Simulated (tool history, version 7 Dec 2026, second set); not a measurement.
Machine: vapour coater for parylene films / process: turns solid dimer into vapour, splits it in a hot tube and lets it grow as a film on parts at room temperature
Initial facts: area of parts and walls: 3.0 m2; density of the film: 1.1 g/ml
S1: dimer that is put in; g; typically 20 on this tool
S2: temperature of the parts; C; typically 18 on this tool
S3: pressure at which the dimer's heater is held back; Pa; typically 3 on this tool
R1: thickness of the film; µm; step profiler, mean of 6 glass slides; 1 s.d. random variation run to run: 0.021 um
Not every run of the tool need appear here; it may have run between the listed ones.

run,hour,S1,S2,S3,R1
1,0,20,18,3,3.11
2,18.7,20,18,3,3.12
3,41,20,30,3,1.92
4,60.4,20,14,3,3.67
5,89.2,20,14,4.54,3.31
6,110.9,20,14,4.54,3.32
7,128,20,14,3,3.65
8,145.2,20,14,3,3.6
9,169.4,16,14,3,2.87
10,197.7,16,14,3,2.85
11,212,16,14,2.56,2.98
12,231.5,16,14,2.56,2.99
13,252.7,16,14,2.56,2.99
# hour 280.9: trap's valve overhauled
14,284.8,20,18,2.89,3.41
15,303,20,18,2.89,3.42
16,332.3,20,18,2.89,3.4
17,349.2,20,18,7.37,2.78
18,368,20,18,3,3.38
19,383,27,18,3,4.5
20,407.4,33,18,3,5.54
21,423.7,20,18,3,3.34
22,453.6,20,18,3,3.32
23,477.5,20,18,3,3.35
24,493.2,20,18,3,3.36
25,523.4,25,12,6.76,4.49
26,554.2,25,12,6.76,4.46
27,577.1,25,12,3.87,4.98
28,591.2,12,12,3.86,2.41
29,616.9,13,13,8.89,2.06
30,643.2,13,13,8.89,2.08
31,671.2,35,16,4.7,5.63
32,688.1,16,21,2.35,2.38
33,701.7,16,18,4.51,2.36
34,730.1,15,14,3,2.88
35,748.5,10,28,4.98,0.96
36,765.7,10,28,4.98,0.95
37,785.2,20,16,4.13,3.23
38,806.3,20,13,2.42,4.12
39,836.3,20,13,2.42,4.15
40,865.2,35,25,4.44,3.77
41,879.7,8,12,2.13,1.77
42,909.7,35,18,3.32,5.43
43,938.9,35,18,3.32,5.39
44,968.6,12,18,5.2,1.71
45,999.1,11,29,2.42,1.14
46,1014.9,9,15,7.58,1.28

Hidden state or all else? Some run-to-run changes of R1, split into what the settings, what came in and random variation would give without the hidden state, and what is left for the hidden state (with any gauge scatter that isn't in both results):
The hidden state here: vapour lost through the trap's worn valve, %; true temperature of the parts over the reading, C; drift of the gauge itself on film_um, %.
Run 13 -> 14: S1 16 -> 20, S2 14 -> 18, S3 2.56 -> 2.89, trap's valve overhauled. R1 +0.42 µm: hidden state +0.38, all else +0.04.
Run 30 -> 31: S1 13 -> 35, S2 13 -> 16, S3 8.89 -> 4.7. R1 +3.55 µm: hidden state -0.11, all else +3.66.
Run 41 -> 42: S1 8 -> 35, S2 12 -> 18, S3 2.13 -> 3.32. R1 +3.66 µm: hidden state -0.23, all else +3.89.
Run 43 -> 44: S1 35 -> 12, S3 3.32 -> 5.2. R1 -3.68 µm: hidden state +0.23, all else -3.91.

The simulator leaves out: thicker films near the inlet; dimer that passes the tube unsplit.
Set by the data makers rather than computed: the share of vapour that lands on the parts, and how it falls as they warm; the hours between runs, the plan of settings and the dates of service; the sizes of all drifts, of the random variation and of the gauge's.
